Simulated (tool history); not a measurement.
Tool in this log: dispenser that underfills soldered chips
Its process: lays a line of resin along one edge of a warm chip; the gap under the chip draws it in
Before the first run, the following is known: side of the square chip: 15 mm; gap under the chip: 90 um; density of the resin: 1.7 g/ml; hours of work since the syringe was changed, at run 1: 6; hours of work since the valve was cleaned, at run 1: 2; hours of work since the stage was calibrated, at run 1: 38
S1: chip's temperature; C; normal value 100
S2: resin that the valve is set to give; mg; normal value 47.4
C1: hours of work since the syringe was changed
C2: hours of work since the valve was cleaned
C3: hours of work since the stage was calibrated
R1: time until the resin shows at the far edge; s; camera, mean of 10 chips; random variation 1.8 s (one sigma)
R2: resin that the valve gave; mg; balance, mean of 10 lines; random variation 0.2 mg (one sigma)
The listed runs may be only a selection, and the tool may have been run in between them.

| run | hour | S1 | S2 | C1 | C2 | C3 | R1 | R2 |
|---|---|---|---|---|---|---|---|---|
| 1 | 0.0 | 100 | 47.4 | 6 | 2 | 38 | 228.7 | 47.30 |
|  | 2.3 | new syringe of resin |
| 2 | 8.2 | 100 | 47.4 | 5 | 8 | 44 | 220.9 | 47.27 |
|  | 11.7 | new syringe of resin |
| 3 | 14.6 | 100 | 47.4 | 2 | 13 | 49 | 195.7 | 47.29 |
|  | 21.8 | new syringe of resin |
| 4 | 25.0 | 100 | 47.4 | 2 | 21 | 57 | 201.5 | 46.83 |
|  | 31.5 | new syringe of resin |
| 5 | 32.0 | 100 | 47.4 | 0 | 26 | 62 | 179.5 | 46.71 |
|  | 42.0 | new syringe of resin |
| 6 | 42.7 | 103 | 47.4 | 1 | 34 | 70 | 162.5 | 46.70 |
|  | 51.3 | new syringe of resin |
| 7 | 52.9 | 103 | 47.4 | 1 | 41 | 77 | 170.4 | 46.23 |
|  | 61.4 | new syringe of resin |
| 8 | 65.3 | 110 | 47.4 | 3 | 51 | 87 | 150.3 | 46.33 |
|  | 70.6 | dispensing valve cleaned and set on the balance |
|  | 71.6 | new syringe of resin |
| 9 | 78.6 | 110 | 47.4 | 5 | 6 | 96 | 164.4 | 47.05 |
|  | 81.5 | new syringe of resin |
|  | 90.9 | new syringe of resin |
| 10 | 93.5 | 110 | 47.4 | 2 | 17 | 107 | 137.4 | 47.27 |
|  | 100.2 | new syringe of resin |
| 11 | 105.3 | 110 | 47.4 | 4 | 26 | 116 | 151.3 | 47.07 |
|  | 110.2 | new syringe of resin |
| 12 | 117.0 | 110 | 47.4 | 5 | 35 | 125 | 163.8 | 46.64 |
|  | 119.9 | new syringe of resin |
| 13 | 128.7 | 102 | 61.3 | 7 | 43 | 134 | 222.8 | 59.99 |
|  | 129.6 | new syringe of resin |
|  | 139.2 | new syringe of resin |
| 14 | 139.9 | 109 | 57.2 | 1 | 52 | 142 | 131.5 | 55.55 |
|  | 143.4 | dispensing valve cleaned and set on the balance |
|  | 149.4 | new syringe of resin |
| 15 | 153.5 | 109 | 57.2 | 3 | 8 | 151 | 150.1 | 57.00 |
|  | 159.3 | new syringe of resin |
| 16 | 163.4 | 86 | 53.9 | 3 | 15 | 159 | 349.2 | 53.53 |
|  | 169.2 | new syringe of resin |
| 17 | 173.7 | 87 | 41.0 | 3 | 23 | 166 | 366.7 | 40.65 |

Estimate the outcome of run 18 from the log above:
|  | 178.7 | new syringe of resin |
| 18 | 186.4 | 109 | 41.0 | 6 | 32 | 176 | ? | ? |

{"run 18": {"R1": 185.1, "R2": 40.22}}
The same run, on a tool lacking any hidden state, would have yielded R1 130.8 s, R2 40.92 mg.

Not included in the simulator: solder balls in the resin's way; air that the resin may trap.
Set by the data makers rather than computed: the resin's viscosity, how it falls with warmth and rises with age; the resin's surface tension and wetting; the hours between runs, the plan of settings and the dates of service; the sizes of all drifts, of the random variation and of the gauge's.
